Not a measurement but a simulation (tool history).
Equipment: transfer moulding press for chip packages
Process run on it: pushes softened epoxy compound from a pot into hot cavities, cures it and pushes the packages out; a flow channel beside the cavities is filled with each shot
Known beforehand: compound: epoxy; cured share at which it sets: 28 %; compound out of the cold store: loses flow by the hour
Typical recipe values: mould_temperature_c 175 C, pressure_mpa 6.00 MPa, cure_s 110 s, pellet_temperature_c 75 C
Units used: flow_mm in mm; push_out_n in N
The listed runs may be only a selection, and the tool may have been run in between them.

run,hour,mould_temperature_c,pressure_mpa,cure_s,pellet_temperature_c,incoming compound's hours out of the cold store,flow_mm,push_out_n
1,0.0,175,6.00,110,75,13.6,950,723
2,45.4,175,6.00,110,75,40.4,857,792
# hour 78.2: cavities cleaned with cleaning compound and waxed
3,98.5,175,6.00,117,75,9.0,973,867
4,162.5,175,6.00,117,80,43.5,833,801
# hour 194.7: cavities cleaned with cleaning compound and waxed
5,213.0,175,6.00,117,80,8.4,961,619
# hour 224.8: mould's thermocouples calibrated
6,277.1,175,6.00,117,80,14.0,943,770
# hour 305.8: cavities cleaned with cleaning compound and waxed, once more
7,321.5,175,6.80,117,80,19.9,975,585
8,381.2,175,6.80,117,80,34.1,887,755
# hour 421.1: cavities cleaned with cleaning compound and waxed
# hour 428.1: plunger's sealing rings changed
9,429.2,175,6.80,117,80,24.9,993,551
10,480.3,175,6.80,117,80,11.4,1049,760
11,530.7,175,6.00,110,75,16.2,949,879
# hour 537.4: cavities cleaned with cleaning compound and waxed
12,575.5,175,6.00,110,75,46.4,828,734
13,637.8,175,5.98,110,75,24.5,913,871
# hour 650.7: cavities cleaned with cleaning compound and waxed
14,683.7,175,5.30,110,75,38.0,810,734
15,746.1,175,5.30,110,75,33.1,817,821
# hour 762.8: cavities cleaned with cleaning compound and waxed
16,794.4,172,5.30,110,67,29.1,836,834
17,858.7,173,6.00,110,71,40.1,843,913
# hour 875.9: cavities cleaned with cleaning compound and waxed
18,887.7,173,6.00,110,71,25.0,894,710
19,926.3,173,6.00,110,71,9.3,949,880
20,958.4,173,6.00,110,71,42.3,814,857
# hour 991.4: cavities cleaned with cleaning compound and waxed
# hour 998.3: plunger's sealing rings changed
21,1024.9,178,7.01,96,78,18.0,1024,761
22,1065.1,178,7.01,96,78,47.5,895,790
23,1097.0,180,5.31,123,81,17.6,877,683
# hour 1109.0: cavities cleaned with cleaning compound and waxed
24,1151.1,180,5.31,123,81,35.9,812,627
25,1180.2,183,5.31,105,81,35.8,811,663
# hour 1222.1: cavities cleaned with cleaning compound and waxed
26,1229.4,183,5.31,105,81,31.5,809,514
27,1258.5,182,5.19,116,81,12.4,865,602
28,1299.8,182,5.19,116,81,47.9,741,662
# hour 1335.3: cavities cleaned with cleaning compound and waxed
29,1355.7,182,7.45,99,81,13.3,1024,594

Each row is a separate what-if for the run after 29, all from the same tool condition, not one after another. Results?
A,1392.1,168,6.00,110,75,11.8,?,?
B,1392.1,174,7.45,128,81,19.7,?,?
C,1392.1,175,6.00,119,75,22.1,?,?

run,flow_mm,push_out_n
A,969,1192
B,1023,696
C,908,698
The same runs, with their run-to-run variation unchanged, on a tool lacking any hidden condition would have given:
run,flow_mm,push_out_n
A,1013,921
B,1069,500
C,948,506
